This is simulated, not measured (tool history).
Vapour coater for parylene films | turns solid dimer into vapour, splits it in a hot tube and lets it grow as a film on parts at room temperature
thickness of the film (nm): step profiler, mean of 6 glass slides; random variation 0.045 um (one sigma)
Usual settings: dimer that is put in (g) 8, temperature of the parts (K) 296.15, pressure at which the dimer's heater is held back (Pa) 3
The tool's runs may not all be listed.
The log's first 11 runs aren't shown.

run	hour	dimer that is put in (g)	temperature of the parts (K)	pressure at which the dimer's heater is held back (Pa)	hours of work since the trap's valve was overhauled	hours of work since the table's thermometer was calibrated	thickness of the film (nm)
12	294.5	8	296.15	9.12	390	1002	5070
13	334.3	8	296.15	9.12	415	1027	4950
14	374.9	8	296.15	9.12	441	1053	4970
15	399.2	8	296.15	9.12	456	1068	4940
16	434.2	8	296.15	9.12	478	1090	4950
# hour 460.7: trap's valve overhauled
17	464.9	13	296.15	3	3	1107	9450
18	490.6	13	296.15	3	19	1124	9510
19	530.5	4	296.15	8.88	44	1149	2680
20	561.2	12	296.15	4.9	63	1168	8430
21	587.3	4	294.15	3.68	80	1185	2980
22	621.1	4	294.15	3.68	101	1206	2940
23	666.3	4	294.15	4.93	130	1234	2850
24	687	4	292.15	6.99	143	1247	2850
25	725.5	13	298.15	4.85	167	1272	8740
26	773.3	13	298.15	4.85	197	1302	8650
27	820.9	13	298.15	4.85	227	1332	8620
28	850.2	13	298.15	4.85	246	1350	8600
29	896.3	6	290.15	9.16	275	1380	4240
30	932.2	6	290.15	9.16	298	1402	4230
31	969.9	4	292.15	6.89	321	1426	2830
32	995.7	4	292.15	6.89	338	1442	2790

5 ways to go on from here, each from the tool as it stands after run 32. What would each give?
A	1015.9	6	296.15	4.63	350	1455	?
B	1015.9	4	291.15	6.89	350	1455	?
C	1015.9	3	302.15	11.58	350	1455	?
D	1015.9	4	292.15	6.89	350	1455	?
E	1015.9	7	301.15	2.15	350	1455	?

run	thickness of the film (nm)
A	3960
B	2800
C	1700
D	2780
E	4520
Without the tool's hidden state the same runs would have given:
run	thickness of the film (nm)
A	4210
B	2980
C	1810
D	2960
E	4810

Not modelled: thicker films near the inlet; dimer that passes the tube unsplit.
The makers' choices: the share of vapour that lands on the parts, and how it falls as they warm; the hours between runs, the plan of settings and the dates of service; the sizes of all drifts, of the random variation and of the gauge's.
